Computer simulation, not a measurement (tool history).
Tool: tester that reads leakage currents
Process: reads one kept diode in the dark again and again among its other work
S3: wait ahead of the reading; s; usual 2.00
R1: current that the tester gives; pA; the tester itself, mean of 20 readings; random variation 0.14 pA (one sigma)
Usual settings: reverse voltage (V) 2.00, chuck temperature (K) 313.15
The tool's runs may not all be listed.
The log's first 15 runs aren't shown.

{"run": 16, "hour": 1882.3, "reverse voltage (V)": 2.0, "chuck temperature (K)": 313.15, "S3": 2.0, "R1": 45.28}
{"run": 17, "hour": 1958.5, "reverse voltage (V)": 2.0, "chuck temperature (K)": 313.15, "S3": 1.18, "R1": 45.21}
{"run": 18, "hour": 2038.0, "reverse voltage (V)": 2.0, "chuck temperature (K)": 313.15, "S3": 2.0, "R1": 45.25}
{"run": 19, "hour": 2135.5, "reverse voltage (V)": 2.0, "chuck temperature (K)": 313.15, "S3": 0.86, "R1": 45.79}
{"run": 20, "hour": 2253.9, "reverse voltage (V)": 16.02, "chuck temperature (K)": 313.15, "S3": 2.0, "R1": 144.1}
{"run": 21, "hour": 2400.2, "reverse voltage (V)": 16.02, "chuck temperature (K)": 313.15, "S3": 2.0, "R1": 143.87}
{"run": 22, "hour": 2546.4, "reverse voltage (V)": 1.33, "chuck temperature (K)": 313.15, "S3": 1.47, "R1": 36.09}
{"run": 23, "hour": 2698.9, "reverse voltage (V)": 1.33, "chuck temperature (K)": 313.15, "S3": 1.47, "R1": 36.13}
{"run": 24, "hour": 2766.5, "reverse voltage (V)": 4.81, "chuck temperature (K)": 313.15, "S3": 2.0, "R1": 74.18}
{"run": 25, "hour": 2909.4, "reverse voltage (V)": 2.58, "chuck temperature (K)": 313.15, "S3": 2.0, "R1": 52.4}
{"run": 26, "hour": 2984.5, "reverse voltage (V)": 1.74, "chuck temperature (K)": 313.15, "S3": 0.45, "R1": 42.69}
{"run": 27, "hour": 3077.5, "reverse voltage (V)": 1.12, "chuck temperature (K)": 306.15, "S3": 0.6, "R1": 20.98}
{"run": 28, "hour": 3186.5, "reverse voltage (V)": 12.01, "chuck temperature (K)": 294.15, "S3": 6.43, "R1": 32.98}
{"run": 29, "hour": 3297.1, "reverse voltage (V)": 12.01, "chuck temperature (K)": 294.15, "S3": 6.43, "R1": 33.07}
{"run": 30, "hour": 3437.7, "reverse voltage (V)": 12.01, "chuck temperature (K)": 294.15, "S3": 6.43, "R1": 32.97}
{"run": 31, "hour": 3567.8, "reverse voltage (V)": 2.51, "chuck temperature (K)": 302.15, "S3": 8.47, "R1": 24.37}
{"run": 32, "hour": 3714.8, "reverse voltage (V)": 2.51, "chuck temperature (K)": 302.15, "S3": 8.47, "R1": 24.25}
{"run": 33, "hour": 3844.7, "reverse voltage (V)": 5.42, "chuck temperature (K)": 302.15, "S3": 8.47, "R1": 37.17}
{"run": 34, "hour": 3956.0, "reverse voltage (V)": 5.42, "chuck temperature (K)": 302.15, "S3": 8.47, "R1": 37.37}
{"run": 35, "hour": 4099.8, "reverse voltage (V)": 16.65, "chuck temperature (K)": 300.15, "S3": 2.0, "R1": 61.87}
{"hour": 4169.9, "done": "probe card cleaned and baked"}
{"hour": 4215.7, "done": "chuck's temperature calibrated"}
{"run": 36, "hour": 4236.9, "reverse voltage (V)": 1.02, "chuck temperature (K)": 313.15, "S3": 2.0, "R1": 31.23}
{"run": 37, "hour": 4359.6, "reverse voltage (V)": 2.0, "chuck temperature (K)": 313.15, "S3": 4.35, "R1": 45.3}
{"run": 38, "hour": 4511.8, "reverse voltage (V)": 2.0, "chuck temperature (K)": 313.15, "S3": 3.33, "R1": 45.1}
{"run": 39, "hour": 4670.8, "reverse voltage (V)": 2.0, "chuck temperature (K)": 313.15, "S3": 3.33, "R1": 45.14}
{"run": 40, "hour": 4761.7, "reverse voltage (V)": 5.77, "chuck temperature (K)": 295.15, "S3": 2.0, "R1": 23.84}

3 ways to go on from here, each from the tool as it stands after run 40. What would each give?
{"run": "A", "hour": 4856.4, "reverse voltage (V)": 2.77, "chuck temperature (K)": 321.15, "S3": 1.48, "R1": "?"}
{"run": "B", "hour": 4856.4, "reverse voltage (V)": 3.66, "chuck temperature (K)": 294.15, "S3": 2.0, "R1": "?"}
{"run": "C", "hour": 4856.4, "reverse voltage (V)": 5.77, "chuck temperature (K)": 312.15, "S3": 0.43, "R1": "?"}

run=A R1=90.15
run=B R1=17.15
run=C R1=78.97
Without the tool's hidden state the same runs would have given:
run=A R1=90.13
run=B R1=17.14
run=C R1=78.95
